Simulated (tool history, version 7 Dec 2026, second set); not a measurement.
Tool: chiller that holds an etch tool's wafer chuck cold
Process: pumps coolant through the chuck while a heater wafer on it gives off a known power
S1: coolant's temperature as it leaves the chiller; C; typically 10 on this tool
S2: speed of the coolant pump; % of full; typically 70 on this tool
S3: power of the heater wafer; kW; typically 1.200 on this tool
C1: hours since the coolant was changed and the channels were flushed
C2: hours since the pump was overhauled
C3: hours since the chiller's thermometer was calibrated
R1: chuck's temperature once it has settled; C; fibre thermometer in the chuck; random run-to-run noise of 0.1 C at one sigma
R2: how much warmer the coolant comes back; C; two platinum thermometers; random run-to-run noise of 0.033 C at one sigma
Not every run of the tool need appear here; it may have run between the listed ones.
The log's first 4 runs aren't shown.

run,hour,S1,S2,S3,C1,C2,C3,R1,R2
5,368.9,10,70,1.047,5803,5450,3241,19.5,4.61
6,445.0,10,70,1.216,5879,5526,3317,20.9,5.39
7,498.2,10,69,1.200,5932,5579,3370,21.0,5.35
8,615.6,10,69,1.200,6050,5697,3488,21.1,5.36
9,682.7,10,70,1.200,6117,5764,3555,21.0,5.31
10,806.7,10,70,1.200,6241,5888,3679,20.9,5.30
# hour 817.8: coolant pump overhauled
11,923.2,10,70,1.200,6352,105,3790,21.1,5.41
12,1001.8,10,70,1.200,6431,184,3869,21.2,5.42
13,1100.9,5,70,1.200,6530,283,3968,16.0,5.44
14,1171.9,5,70,1.200,6601,354,4039,16.1,5.43
15,1283.1,10,70,1.200,6712,465,4150,21.3,5.51
16,1405.4,15,70,1.200,6834,588,4272,26.3,5.42
17,1470.4,15,70,1.200,6899,653,4337,26.2,5.42
18,1532.5,9,88,0.755,6962,715,4400,14.7,2.70
# hour 1571.8: coolant pump overhauled, once more
19,1614.4,9,96,1.551,7038,43,4477,18.9,4.55
# hour 1663.3: coolant changed, channels flushed
20,1717.4,9,76,1.551,54,140,4573,20.5,5.80
21,1847.5,9,76,1.551,184,270,4704,20.5,5.85
# hour 1940.9: chiller's thermometer calibrated
22,1945.0,13,70,1.799,281,366,4,27.8,7.40
23,2069.7,19,63,0.986,405,491,129,28.1,4.54
24,2122.9,19,63,1.097,459,544,182,29.0,5.09
25,2246.0,19,63,1.097,582,667,305,28.9,5.08
26,2346.4,19,99,1.097,682,768,405,25.7,3.14

Expected results for the next run?
27,2426.0,3,70,0.947,762,847,485,?,?

{"run 27": {"R1": 11.0, "R2": 3.94}}
With no hidden state in the tool, this same run would have given R1 10.8 C, R2 3.87 C.
